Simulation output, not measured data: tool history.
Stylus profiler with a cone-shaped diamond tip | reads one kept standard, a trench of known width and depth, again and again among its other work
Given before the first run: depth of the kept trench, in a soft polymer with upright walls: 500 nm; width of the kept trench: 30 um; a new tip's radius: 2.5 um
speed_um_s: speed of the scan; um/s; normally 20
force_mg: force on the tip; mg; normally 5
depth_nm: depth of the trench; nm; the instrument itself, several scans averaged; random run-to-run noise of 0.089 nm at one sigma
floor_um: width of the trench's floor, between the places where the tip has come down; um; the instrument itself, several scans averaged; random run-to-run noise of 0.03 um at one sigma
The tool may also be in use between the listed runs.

run,day,speed_um_s,force_mg,depth_nm,floor_um
1,0,20,5,508.94,26.78
2,1.775,20,5,508.99,26.75
3,2.771,20,5,508.86,26.8
4,4.667,20,5,509.07,26.68
5,6.608,33,5,508.93,26.74
6,8.338,6,5,509.24,26.75
7,9.488,6,5,509.06,26.74
8,10.646,6,5,509.03,26.69
9,11.854,6,5,509.14,26.74
10,12.729,22,5,509.19,26.65
11,14.029,20,5,509.07,26.66
12,15.321,20,5,509.04,26.61
13,16.192,20,5,509.21,26.68
14,18.038,20,4.25,508.36,26.61
15,19.412,20,4.25,508.31,26.64
16,21.246,20,4.25,508.34,26.62
17,22.854,20,4.25,508.21,26.61
18,23.904,20,4.25,508.46,26.61
19,25.558,20,4.25,508.38,26.58
20,26.45,20,4.25,508.39,26.6
21,28.512,20,1.97,505.18,26.51
22,29.654,20,1.97,505.18,26.51
23,31.717,28,5,509.36,26.56
24,33.538,10,4.57,508.81,26.57
25,35.108,69,12.35,516.57,26.47
# day 35.279: height scale calibrated on a step standard
26,37.212,22,8.24,513.09,26.51
27,38.396,65,12.84,517.38,26.49
28,40.3,11,12.84,517.32,26.49
29,41.675,34,2.11,505.87,26.4
30,43.629,76,10.19,515.01,26.42
# day 43.988: height scale calibrated on a step standard, once more
31,45.462,16,2.78,505.95,26.48
32,47.392,16,2.78,506,26.41
33,48.738,6,1.92,504.62,26.53
34,50.475,11,5,508.9,26.44
35,52.617,14,8.44,512.58,26.39
36,54.7,27,1.78,504.5,26.38
37,56.771,6,10.9,514.95,26.41
38,58.012,6,6.39,510.56,26.39
39,60.121,25,5.98,510.04,26.41
40,61.008,13,12.84,516.83,26.32
41,62.738,9,7.38,511.54,26.36
42,64.854,6,1.86,504.63,26.35
43,66.704,27,2.35,505.68,26.28

Hidden state or all else? Some run-to-run changes of depth_nm, split into what the settings, what came in and random variation would give without the hidden state, and what is left for the hidden state (with any gauge scatter that isn't in both results):
The tool's hidden condition here consists of: radius of the tip, um; height scale over the true one, %; drift of the gauge itself on depth_nm, %; drift of the gauge itself on floor_um, %.
Run 22 -> 23: speed_um_s 20 -> 28, force_mg 1.97 -> 5. depth_nm +4.18 nm: hidden state +0.03, all else +4.15.
Run 25 -> 26: speed_um_s 69 -> 22, force_mg 12.35 -> 8.24, height scale calibrated on a step standard. depth_nm -3.48 nm: hidden state +0.29, all else -3.77.
Run 28 -> 29: speed_um_s 11 -> 34, force_mg 12.84 -> 2.11. depth_nm -11.45 nm: hidden state -0.01, all else -11.44.
Run 29 -> 30: speed_um_s 34 -> 76, force_mg 2.11 -> 10.19. depth_nm +9.14 nm: hidden state +0.03, all else +9.11.
Run 30 -> 31: speed_um_s 76 -> 16, force_mg 10.19 -> 2.78, height scale calibrated on a step standard, once more. depth_nm -9.06 nm: hidden state -0.91, all else -8.15.
Run 36 -> 37: speed_um_s 27 -> 6, force_mg 1.78 -> 10.9. depth_nm +10.45 nm: hidden state +0.02, all else +10.43.
